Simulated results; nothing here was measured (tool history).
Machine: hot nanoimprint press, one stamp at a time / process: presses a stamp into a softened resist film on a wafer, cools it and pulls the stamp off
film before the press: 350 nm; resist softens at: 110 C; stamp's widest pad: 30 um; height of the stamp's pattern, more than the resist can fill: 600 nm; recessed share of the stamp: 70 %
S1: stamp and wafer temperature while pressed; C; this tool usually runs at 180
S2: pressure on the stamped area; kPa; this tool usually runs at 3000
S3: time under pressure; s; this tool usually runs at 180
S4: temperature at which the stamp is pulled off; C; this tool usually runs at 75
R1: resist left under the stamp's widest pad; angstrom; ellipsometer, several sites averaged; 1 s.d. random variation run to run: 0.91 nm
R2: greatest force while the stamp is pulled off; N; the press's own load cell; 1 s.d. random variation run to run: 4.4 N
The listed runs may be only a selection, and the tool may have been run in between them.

{"run": 1, "day": 0.0, "S1": 180, "S2": 3000, "S3": 180, "S4": 75, "R1": 1348, "R2": 227}
{"run": 2, "day": 2.392, "S1": 180, "S2": 3000, "S3": 219, "S4": 75, "R1": 1244, "R2": 228}
{"day": 5.838, "done": "plate thermocouple calibrated"}
{"run": 3, "day": 6.179, "S1": 180, "S2": 3000, "S3": 192, "S4": 75, "R1": 1351, "R2": 244}
{"run": 4, "day": 9.096, "S1": 180, "S2": 2320, "S3": 192, "S4": 75, "R1": 1562, "R2": 251}
{"run": 5, "day": 11.154, "S1": 180, "S2": 3000, "S3": 180, "S4": 80, "R1": 1406, "R2": 251}
{"run": 6, "day": 14.788, "S1": 180, "S2": 3000, "S3": 180, "S4": 80, "R1": 1431, "R2": 247}
{"run": 7, "day": 17.246, "S1": 180, "S2": 3000, "S3": 151, "S4": 75, "R1": 1512, "R2": 261}
{"run": 8, "day": 20.662, "S1": 180, "S2": 3000, "S3": 180, "S4": 75, "R1": 1439, "R2": 270}
{"run": 9, "day": 22.738, "S1": 180, "S2": 3000, "S3": 150, "S4": 75, "R1": 1530, "R2": 286}
{"day": 24.438, "done": "plate thermocouple calibrated, once more"}
{"run": 10, "day": 26.317, "S1": 180, "S2": 3000, "S3": 180, "S4": 75, "R1": 1292, "R2": 275}
{"run": 11, "day": 29.138, "S1": 180, "S2": 3000, "S3": 180, "S4": 75, "R1": 1288, "R2": 276}
{"run": 12, "day": 32.15, "S1": 180, "S2": 3000, "S3": 180, "S4": 75, "R1": 1321, "R2": 289}
{"run": 13, "day": 36.117, "S1": 180, "S2": 3000, "S3": 180, "S4": 75, "R1": 1339, "R2": 299}
{"run": 14, "day": 38.975, "S1": 180, "S2": 2210, "S3": 180, "S4": 75, "R1": 1548, "R2": 316}
{"run": 15, "day": 42.204, "S1": 180, "S2": 2210, "S3": 180, "S4": 75, "R1": 1564, "R2": 325}
{"day": 42.979, "done": "stamp cleaned and given a new release coat"}
{"run": 16, "day": 44.638, "S1": 180, "S2": 2210, "S3": 180, "S4": 75, "R1": 1556, "R2": 218}
{"day": 45.675, "done": "press's hydraulic seals changed and the load cell set to zero"}
{"run": 17, "day": 48.575, "S1": 168, "S2": 3000, "S3": 270, "S4": 75, "R1": 1619, "R2": 228}
{"run": 18, "day": 50.2, "S1": 178, "S2": 3000, "S3": 97, "S4": 75, "R1": 1724, "R2": 226}
{"run": 19, "day": 52.0, "S1": 174, "S2": 2190, "S3": 180, "S4": 75, "R1": 1809, "R2": 238}
{"run": 20, "day": 55.371, "S1": 180, "S2": 3270, "S3": 211, "S4": 65, "R1": 1180, "R2": 260}
{"run": 21, "day": 57.604, "S1": 180, "S2": 3270, "S3": 211, "S4": 65, "R1": 1172, "R2": 265}
{"day": 61.304, "done": "plate thermocouple calibrated"}
{"run": 22, "day": 61.554, "S1": 185, "S2": 2860, "S3": 180, "S4": 64, "R1": 1136, "R2": 273}
{"run": 23, "day": 63.392, "S1": 172, "S2": 2880, "S3": 152, "S4": 72, "R1": 1730, "R2": 264}
{"run": 24, "day": 66.683, "S1": 172, "S2": 2880, "S3": 152, "S4": 72, "R1": 1735, "R2": 281}
{"run": 25, "day": 69.621, "S1": 180, "S2": 3000, "S3": 180, "S4": 66, "R1": 1286, "R2": 286}
{"run": 26, "day": 71.8, "S1": 180, "S2": 3000, "S3": 180, "S4": 66, "R1": 1275, "R2": 294}
{"run": 27, "day": 75.567, "S1": 180, "S2": 3000, "S3": 320, "S4": 66, "R1": 1055, "R2": 309}
{"run": 28, "day": 77.383, "S1": 180, "S2": 1960, "S3": 118, "S4": 66, "R1": 1871, "R2": 308}
{"run": 29, "day": 79.717, "S1": 180, "S2": 1960, "S3": 118, "S4": 66, "R1": 1887, "R2": 314}

Below are 4 alternative next runs, each starting from the tool's condition after run 29. Predict each:
{"run": "A", "day": 81.533, "S1": 180, "S2": 1960, "S3": 101, "S4": 66, "R1": "?", "R2": "?"}
{"run": "B", "day": 81.533, "S1": 188, "S2": 1960, "S3": 118, "S4": 66, "R1": "?", "R2": "?"}
{"run": "C", "day": 81.533, "S1": 180, "S2": 1960, "S3": 91, "S4": 66, "R1": "?", "R2": "?"}
{"run": "D", "day": 81.533, "S1": 180, "S2": 3000, "S3": 180, "S4": 78, "R1": "?", "R2": "?"}

run=A R1=1951 R2=314
run=B R1=1549 R2=314
run=C R1=2043 R2=320
run=D R1=1301 R2=289
Take away the tool's hidden state, keep each run's random variation, and the runs would have read:
run=A R1=1901 R2=226
run=B R1=1507 R2=225
run=C R1=1992 R2=229
run=D R1=1251 R2=207
